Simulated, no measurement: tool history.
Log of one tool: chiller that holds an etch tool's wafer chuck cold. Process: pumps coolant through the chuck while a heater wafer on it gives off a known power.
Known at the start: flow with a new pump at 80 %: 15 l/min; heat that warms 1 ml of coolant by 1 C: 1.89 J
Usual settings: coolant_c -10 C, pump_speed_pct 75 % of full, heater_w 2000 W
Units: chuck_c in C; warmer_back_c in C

| run | hour | coolant_c | pump_speed_pct | heater_w | chuck_c | warmer_back_c |
|---|---|---|---|---|---|---|
| 1 | 0 | -10 | 75 | 2000 | 12.6 | 4.58 |
| 2 | 25.3 | -10 | 75 | 2000 | 12.9 | 4.56 |
| 3 | 84.2 | -18 | 75 | 2000 | 4.6 | 4.55 |
| 4 | 145.1 | -18 | 75 | 2000 | 4.7 | 4.61 |
| 5 | 187.4 | -18 | 75 | 2000 | 4.7 | 4.54 |
| 6 | 213.7 | -18 | 75 | 2000 | 4.8 | 4.61 |
| 7 | 275.2 | -18 | 75 | 2000 | 4.8 | 4.56 |
| 8 | 322.2 | -18 | 75 | 2000 | 4.7 | 4.58 |
| 9 | 364.8 | -18 | 75 | 2000 | 4.7 | 4.58 |
| 10 | 390.2 | -18 | 75 | 2000 | 4.9 | 4.58 |
| 11 | 417.9 | -10 | 75 | 1728 | 9.7 | 3.96 |
| 12 | 480.4 | -10 | 75 | 1728 | 9.8 | 3.96 |
| 13 | 535.7 | -10 | 75 | 1728 | 9.8 | 3.93 |
| 14 | 587.5 | -10 | 75 | 1728 | 10 | 3.9 |
| 15 | 625.1 | -8 | 75 | 1728 | 12 | 3.94 |
| 16 | 680.2 | -8 | 75 | 1728 | 11.8 | 3.98 |
| 17 | 707.8 | -10 | 63 | 1703 | 11.4 | 4.63 |
|  | 716 | coolant pump overhauled |
| 18 | 764.2 | -10 | 63 | 1703 | 11.5 | 4.7 |
| 19 | 797.6 | -10 | 63 | 1703 | 11.4 | 4.65 |
| 20 | 838.5 | -10 | 63 | 1703 | 11.7 | 4.68 |
|  | 873 | coolant pump overhauled, once more |
| 21 | 901.9 | -10 | 96 | 2774 | 18.6 | 4.95 |
| 22 | 957 | -10 | 96 | 2774 | 18.7 | 4.95 |
| 23 | 991.6 | -10 | 75 | 1975 | 12.9 | 4.47 |
| 24 | 1050.9 | -5 | 91 | 1560 | 11.6 | 2.91 |
| 25 | 1093 | -15 | 77 | 1807 | 5.7 | 3.98 |
| 26 | 1130.7 | -10 | 73 | 1412 | 6.7 | 3.27 |
| 27 | 1188.3 | -3 | 81 | 1412 | 12.7 | 3.03 |
| 28 | 1214.2 | -3 | 71 | 1412 | 13.9 | 3.33 |

Run 29 comes next. What will it give?
| 29 | 1271.5 | -8 | 64 | 2789 | ? | ? |

chuck_c: 27.1 C
warmer_back_c: 7.34 C
Without the tool's hidden state the same run would have given chuck_c 23.4 C, warmer_back_c 7.27 C.

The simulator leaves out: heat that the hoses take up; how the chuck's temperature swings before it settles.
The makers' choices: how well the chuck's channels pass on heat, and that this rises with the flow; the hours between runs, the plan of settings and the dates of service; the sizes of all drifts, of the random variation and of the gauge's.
